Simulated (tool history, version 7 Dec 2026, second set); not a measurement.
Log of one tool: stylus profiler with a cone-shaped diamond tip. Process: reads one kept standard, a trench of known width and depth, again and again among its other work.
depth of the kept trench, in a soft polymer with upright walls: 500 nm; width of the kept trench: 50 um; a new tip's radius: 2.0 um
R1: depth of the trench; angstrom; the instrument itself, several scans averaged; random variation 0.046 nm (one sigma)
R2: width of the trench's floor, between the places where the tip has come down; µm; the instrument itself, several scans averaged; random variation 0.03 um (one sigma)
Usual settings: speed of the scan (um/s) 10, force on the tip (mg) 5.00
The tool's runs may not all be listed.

Run 1, day 0.000: usual settings. Result: R1 5078.4 angstrom, R2 46.36 µm.
Run 2, day 1.675: usual settings but force on the tip (mg) 3.47. Result: R1 5061.7 angstrom, R2 46.35 µm.
Run 3, day 3.529: usual settings but force on the tip (mg) 3.47. Result: R1 5061.8 angstrom, R2 46.27 µm.
Run 4, day 4.867: usual settings but speed of the scan (um/s) 8. Result: R1 5079.0 angstrom, R2 46.29 µm.
Run 5, day 6.629: usual settings. Result: R1 5079.9 angstrom, R2 46.25 µm.
Run 6, day 7.683: usual settings. Result: R1 5079.9 angstrom, R2 46.24 µm.
Run 7, day 8.983: usual settings. Result: R1 5080.6 angstrom, R2 46.18 µm.
Run 8, day 10.667: usual settings. Result: R1 5081.3 angstrom, R2 46.22 µm.
Run 9, day 11.762: usual settings. Result: R1 5080.7 angstrom, R2 46.15 µm.
Run 10, day 12.779: usual settings. Result: R1 5080.4 angstrom, R2 46.19 µm.
Run 11, day 13.825: usual settings. Result: R1 5080.3 angstrom, R2 46.19 µm.
At day 14.004: height scale calibrated on a step standard.
Run 12, day 15.754: usual settings. Result: R1 5082.2 angstrom, R2 46.17 µm.
Run 13, day 17.712: usual settings. Result: R1 5083.0 angstrom, R2 46.18 µm.
Run 14, day 19.554: usual settings. Result: R1 5081.9 angstrom, R2 46.10 µm.
Run 15, day 21.096: usual settings but speed of the scan (um/s) 9, force on the tip (mg) 8.59. Result: R1 5116.6 angstrom, R2 46.11 µm.
At day 21.433: height scale calibrated on a step standard, once more.
Run 16, day 22.800: usual settings but speed of the scan (um/s) 2, force on the tip (mg) 8.45. Result: R1 5107.4 angstrom, R2 46.10 µm.
Run 17, day 23.708: usual settings but speed of the scan (um/s) 15, force on the tip (mg) 10.88. Result: R1 5127.9 angstrom, R2 46.08 µm.

Forecast run 18:
Run 18, day 24.867: usual settings but speed of the scan (um/s) 15, force on the tip (mg) 10.88. Result: R1 ?, R2 ?.

Run 18 gave R1 5127.5 angstrom, R2 45.98 µm.
Without the tool's hidden state the same run would have given R1 5129.0 angstrom, R2 47.26 µm.

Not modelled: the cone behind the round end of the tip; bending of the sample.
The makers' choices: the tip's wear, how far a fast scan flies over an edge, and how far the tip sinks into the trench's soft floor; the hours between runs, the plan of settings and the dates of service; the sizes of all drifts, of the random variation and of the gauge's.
